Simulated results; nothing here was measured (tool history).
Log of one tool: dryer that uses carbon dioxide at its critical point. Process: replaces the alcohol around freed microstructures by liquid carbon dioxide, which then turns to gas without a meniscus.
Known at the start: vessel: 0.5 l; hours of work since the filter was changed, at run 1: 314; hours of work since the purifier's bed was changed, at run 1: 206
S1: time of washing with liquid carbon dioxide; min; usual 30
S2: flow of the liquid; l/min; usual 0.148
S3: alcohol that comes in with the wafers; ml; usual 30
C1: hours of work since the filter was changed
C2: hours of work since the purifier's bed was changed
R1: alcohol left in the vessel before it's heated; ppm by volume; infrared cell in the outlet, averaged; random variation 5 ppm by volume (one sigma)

run	hour	S1	S2	S3	C1	C2	R1
1	0.0	30	0.148	30	314	206	74
2	6.2	30	0.148	30	318	210	62
3	13.5	30	0.148	30	323	215	69
# hour 18.0: inlet filter changed
4	27.2	30	0.148	30	6	223	43
5	38.3	30	0.148	30	13	230	46
6	45.5	22	0.148	30	18	234	222
7	56.2	30	0.148	31	25	241	51
8	63.4	30	0.148	31	29	246	46
9	70.3	47	0.148	30	34	250	26
10	76.6	47	0.148	30	38	255	18
11	87.9	46	0.136	20	45	262	23
12	100.1	48	0.090	21	53	270	50
13	109.6	30	0.120	97	59	276	390
14	121.9	21	0.108	20	67	284	817
15	130.5	46	0.196	28	73	289	29

4 ways to go on from here, each from the tool as it stands after run 15. What would each give?
A	137.2	30	0.184	30	77	294	?
B	137.2	31	0.251	22	77	294	?
C	137.2	30	0.188	30	77	294	?
D	137.2	30	0.148	43	77	294	?

run	R1
A	29
B	29
C	37
D	72
Without the tool's hidden state the same runs would have given:
run	R1
A	6
B	6
C	15
D	45

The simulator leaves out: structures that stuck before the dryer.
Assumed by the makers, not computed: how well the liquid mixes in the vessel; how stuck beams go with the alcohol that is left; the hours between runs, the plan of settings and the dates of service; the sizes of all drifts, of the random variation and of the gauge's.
